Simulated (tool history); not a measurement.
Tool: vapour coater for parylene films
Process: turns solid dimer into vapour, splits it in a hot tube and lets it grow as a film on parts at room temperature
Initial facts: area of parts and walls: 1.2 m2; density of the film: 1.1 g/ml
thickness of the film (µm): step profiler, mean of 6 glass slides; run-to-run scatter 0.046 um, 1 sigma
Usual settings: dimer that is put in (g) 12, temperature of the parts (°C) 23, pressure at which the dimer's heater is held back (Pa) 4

| run | hour | dimer that is put in (g) | temperature of the parts (°C) | pressure at which the dimer's heater is held back (Pa) | thickness of the film (µm) |
|---|---|---|---|---|---|
| 1 | 0 | 12 | 23 | 4 | 4.66 |
| 2 | 9.1 | 12 | 23 | 4 | 4.77 |
| 3 | 18 | 12 | 23 | 4 | 4.67 |
| 4 | 33.1 | 12 | 23 | 4 | 4.76 |
| 5 | 40.7 | 12 | 23 | 4 | 4.66 |
| 6 | 47.2 | 12 | 23 | 4 | 4.64 |
| 7 | 54.7 | 12 | 23 | 4 | 4.66 |
| 8 | 64.6 | 12 | 23 | 4 | 4.7 |
| 9 | 79.6 | 12 | 17 | 4 | 6.23 |
| 10 | 88.7 | 12 | 17 | 4 | 6.22 |
| 11 | 101.9 | 12 | 23 | 4 | 4.65 |
| 12 | 109.8 | 12 | 23 | 4 | 4.66 |
| 13 | 121.2 | 12 | 23 | 4 | 4.73 |
| 14 | 127.9 | 8 | 23 | 4 | 3.06 |
| 15 | 142.1 | 12 | 23 | 4 | 4.61 |
| 16 | 151.5 | 10 | 23 | 4 | 3.84 |
| 17 | 163 | 12 | 23 | 10.22 | 4.22 |
| 18 | 176.5 | 12 | 23 | 10.22 | 4.22 |
| 19 | 182.9 | 6 | 23 | 10.22 | 2.12 |
| 20 | 193.3 | 6 | 23 | 10.22 | 2.12 |
| 21 | 201.4 | 12 | 23 | 4 | 4.59 |
| 22 | 215.4 | 12 | 23 | 4 | 4.59 |
| 23 | 224.2 | 12 | 23 | 4 | 4.53 |
| 24 | 233.4 | 12 | 23 | 4 | 4.57 |
| 25 | 243.1 | 12 | 23 | 6.4 | 4.31 |
| 26 | 251.2 | 12 | 16 | 6.4 | 6.09 |
| 27 | 264.8 | 12 | 21 | 6.4 | 4.78 |
| 28 | 273.9 | 10 | 31 | 6.4 | 2.45 |
| 29 | 281.9 | 19 | 29 | 3.71 | 5.47 |
| 30 | 288.7 | 19 | 29 | 3.71 | 5.46 |
| 31 | 295.6 | 19 | 29 | 3.71 | 5.36 |
| 32 | 306.3 | 6 | 29 | 3.71 | 1.69 |
| 33 | 320.9 | 13 | 23 | 5.03 | 4.8 |
| 34 | 331.2 | 6 | 22 | 5.03 | 2.26 |
| 35 | 341.5 | 6 | 30 | 5.03 | 1.56 |
| 36 | 355.1 | 6 | 30 | 5.03 | 1.58 |
| 37 | 368.7 | 18 | 19 | 4.38 | 8.04 |
| 38 | 380.6 | 13 | 18 | 7.03 | 5.82 |
| 39 | 392.6 | 22 | 20 | 9.63 | 8.64 |
| 40 | 400.7 | 16 | 16 | 6.24 | 7.95 |
| 41 | 410 | 16 | 16 | 6.24 | 7.91 |
| 42 | 421.9 | 17 | 16 | 6.24 | 8.37 |
| 43 | 431.2 | 17 | 16 | 6.24 | 8.46 |
| 44 | 439 | 11 | 23 | 6.24 | 3.95 |
| 45 | 451.4 | 6 | 21 | 3.63 | 2.44 |
| 46 | 462.8 | 6 | 21 | 3.63 | 2.45 |
| 47 | 476.3 | 12 | 15 | 4 | 6.44 |

Below are 3 alternative next runs, each starting from the tool's condition after run 47. Predict each:
| A | 483.4 | 12 | 16 | 4.82 | ? |
| B | 483.4 | 12 | 22 | 4 | ? |
| C | 483.4 | 12 | 33 | 2.29 | ? |

| run | thickness of the film (µm) |
|---|---|
| A | 5.97 |
| B | 4.66 |
| C | 2.91 |
What these runs would have given with no unlogged condition in the tool:
| run | thickness of the film (µm) |
|---|---|
| A | 6.98 |
| B | 5.45 |
| C | 3.41 |
